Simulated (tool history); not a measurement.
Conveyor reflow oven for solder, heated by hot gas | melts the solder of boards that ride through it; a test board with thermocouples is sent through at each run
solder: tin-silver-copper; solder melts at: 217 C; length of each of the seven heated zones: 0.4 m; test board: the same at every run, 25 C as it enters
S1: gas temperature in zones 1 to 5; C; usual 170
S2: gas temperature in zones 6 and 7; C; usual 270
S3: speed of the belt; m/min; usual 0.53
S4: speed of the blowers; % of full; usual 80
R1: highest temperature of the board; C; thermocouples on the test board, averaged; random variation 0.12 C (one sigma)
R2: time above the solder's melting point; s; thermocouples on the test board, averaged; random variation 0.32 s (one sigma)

| run | day | S1 | S2 | S3 | S4 | R1 | R2 |
|---|---|---|---|---|---|---|---|
| 1 | 0 | 170 | 270 | 0.53 | 80 | 259.3 | 73.9 |
| 2 | 0.283 | 170 | 270 | 0.53 | 80 | 259.9 | 73.5 |
| 3 | 0.608 | 170 | 270 | 0.53 | 80 | 259.7 | 74 |
| 4 | 0.933 | 170 | 270 | 0.53 | 80 | 259.4 | 73.8 |
| 5 | 1.2 | 170 | 270 | 0.53 | 80 | 259.4 | 73.9 |
| 6 | 1.438 | 170 | 266 | 0.53 | 80 | 255.7 | 71.4 |
| 7 | 1.758 | 170 | 266 | 0.53 | 80 | 255.7 | 71.2 |
| 8 | 2.275 | 170 | 270 | 0.53 | 80 | 259.4 | 73.9 |
| 9 | 2.625 | 170 | 280 | 0.53 | 80 | 268.4 | 78.3 |
| 10 | 2.942 | 181 | 270 | 0.53 | 80 | 260.5 | 78.7 |
| 11 | 3.425 | 170 | 270 | 0.53 | 80 | 259.4 | 73 |
| 12 | 3.983 | 170 | 270 | 0.53 | 63 | 254.6 | 68.4 |
| 13 | 4.262 | 182 | 270 | 0.53 | 80 | 260.8 | 79.8 |
| 14 | 4.592 | 182 | 270 | 0.53 | 80 | 260.7 | 79.3 |
| 15 | 5.033 | 170 | 270 | 0.53 | 80 | 259.2 | 73.3 |
| 16 | 5.483 | 170 | 270 | 0.53 | 80 | 259.1 | 73 |
| 17 | 5.942 | 170 | 270 | 0.53 | 80 | 259.5 | 73.7 |
| 18 | 6.258 | 170 | 270 | 0.53 | 80 | 259.3 | 74 |
| 19 | 6.558 | 184 | 270 | 0.488 | 51 | 255.3 | 81.4 |
| 20 | 7.308 | 184 | 270 | 0.488 | 51 | 254.9 | 79.9 |
| 21 | 7.75 | 170 | 270 | 0.53 | 80 | 259 | 72.9 |
| 22 | 8.054 | 173 | 261 | 0.603 | 80 | 247.8 | 56.3 |
| 23 | 8.354 | 173 | 261 | 0.603 | 80 | 248 | 56.5 |
| 24 | 8.738 | 184 | 260 | 0.421 | 69 | 254.1 | 96.5 |
| 25 | 9.171 | 170 | 266 | 0.575 | 80 | 253.3 | 62.6 |
| 26 | 9.425 | 171 | 270 | 0.515 | 74 | 258.5 | 74.6 |
| 27 | 9.688 | 177 | 270 | 0.53 | 81 | 260.2 | 75.6 |
| 28 | 10.275 | 169 | 272 | 0.451 | 77 | 264 | 89.3 |
| 29 | 10.825 | 169 | 272 | 0.451 | 77 | 263.9 | 89.2 |
| 30 | 11.188 | 169 | 272 | 0.451 | 77 | 264 | 89.4 |

Taken out of this log: 2 entries between the listed runs. Where each belongs, and how the hidden state differs across it:
Between runs 16 and 17: belt drive overhauled, speed set with a stopwatch (day 5.704)
  heat that the gas passes to the board, % of a clean oven's: 98.3 -> 98.2; belt's true speed, % of the reading: 99.1 -> 98.92; true gas temperature in zones 6 and 7 over the reading, C: 0.86 -> 0.87
  measured less the result without the state, R1: +0.6 -> +0.6 C; R2: +1 -> +1.2 s
Between runs 19 and 20: belt drive overhauled, speed set with a stopwatch, once more (day 7.217)
  heat that the gas passes to the board, % of a clean oven's: 98 -> 97.8; belt's true speed, % of the reading: 98.89 -> 99.91; true gas temperature in zones 6 and 7 over the reading, C: 0.89 -> 0.91
  measured less the result without the state, R1: +0.8 -> +0.4 C; R2: +1.6 -> +0.4 s

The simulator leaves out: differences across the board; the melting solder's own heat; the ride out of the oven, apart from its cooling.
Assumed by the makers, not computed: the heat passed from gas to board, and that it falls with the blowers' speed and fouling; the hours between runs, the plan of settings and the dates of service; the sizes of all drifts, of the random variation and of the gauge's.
